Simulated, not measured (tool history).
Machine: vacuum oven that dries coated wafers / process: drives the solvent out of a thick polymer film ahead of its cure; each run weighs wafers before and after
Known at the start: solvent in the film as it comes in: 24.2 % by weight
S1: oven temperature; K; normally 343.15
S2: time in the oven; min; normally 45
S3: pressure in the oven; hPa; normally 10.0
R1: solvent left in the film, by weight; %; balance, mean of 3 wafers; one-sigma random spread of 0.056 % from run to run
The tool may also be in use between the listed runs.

run    hour      S1  S2    S3     R1
  1     0.0  343.15  45  10.0   3.06
  2    66.2  343.15  45  10.0   3.06
  3   142.1  343.15  45  12.1   3.10
  4   200.4  343.15  45  12.1   3.25
  5   274.2  343.15  45  12.1   3.13
  6   330.7  343.15  45  10.0   3.12
  7   367.3  343.15  45  10.0   3.19
  8   414.3  343.15  45   8.5   3.07
  9   501.2  343.15  45   8.5   3.14
 10   562.3  343.15  45   8.5   3.15
      618.3  -- oven's thermocouples calibrated
 11   624.6  343.15  45   8.5   2.24
 12   713.6  350.15  45  10.0   0.73
 13   796.9  343.15  45  26.0   2.90
 14   835.1  333.15  45  26.0   8.20
 15   877.5  343.15  45  10.0   2.46
 16   946.4  343.15  45  10.0   2.44
      968.3  -- vacuum gauge cleaned of residue and calibrated
 17  1015.7  343.15  45  17.6   2.43
 18  1054.8  343.15  44  10.0   2.32
 19  1127.3  343.15  44  10.0   2.36
 20  1175.9  343.15  44  10.0   2.38
 21  1265.2  343.15  44  10.0   2.52
 22  1351.5  347.15  45  10.0   1.14
 23  1441.0  358.15  45  10.0   0.25
 24  1507.8  358.15  45   5.7   0.18
 25  1564.8  358.15  45  30.8   0.66
 26  1643.0  350.15  47  34.7   1.43
 27  1715.1  346.15  34  26.3   3.05
 28  1765.6  336.15  45  10.0   5.97
 29  1847.3  328.15  29  21.1  13.48
 30  1933.7  328.15  29  21.1  13.93
 31  1991.4  339.15  58  10.0   2.98
 32  2056.9  345.15  30  32.0   4.63
 33  2109.5  339.15  23  11.4   9.07
 34  2182.1  339.15  23  11.4   9.13
 35  2253.8  339.15  26  32.1   8.91
     2306.0  -- oven's thermocouples calibrated
 36  2337.0  337.15  23  32.1  10.86
 37  2387.2  347.15  23  11.2   4.58
 38  2438.4  338.15  25  11.2   9.03
 39  2490.4  357.15  46  11.5   0.35
 40  2531.5  357.15  46  11.5   0.45
 41  2570.0  340.15  25  14.0   8.20
 42  2661.0  340.15  70  14.0   2.15
 43  2734.9  340.15  42  14.0   4.59
 44  2799.1  340.15  42  14.0   4.71

Each row is a separate what-if for the run after 44, all from the same tool condition, not one after another. Results?
  A  2876.3  332.15  45  10.0   ?
  B  2876.3  351.15  30  11.2   ?
  C  2876.3  349.15  45  10.0   ?
  D  2876.3  342.15  45   8.5   ?
  E  2876.3  349.15  42  14.0   ?

run    R1
  A  8.97
  B  1.80
  C  1.04
  D  3.26
  E  1.35
Without the tool's hidden state the same runs would have given:
run    R1
  A  8.40
  B  1.52
  C  0.84
  D  2.84
  E  1.12
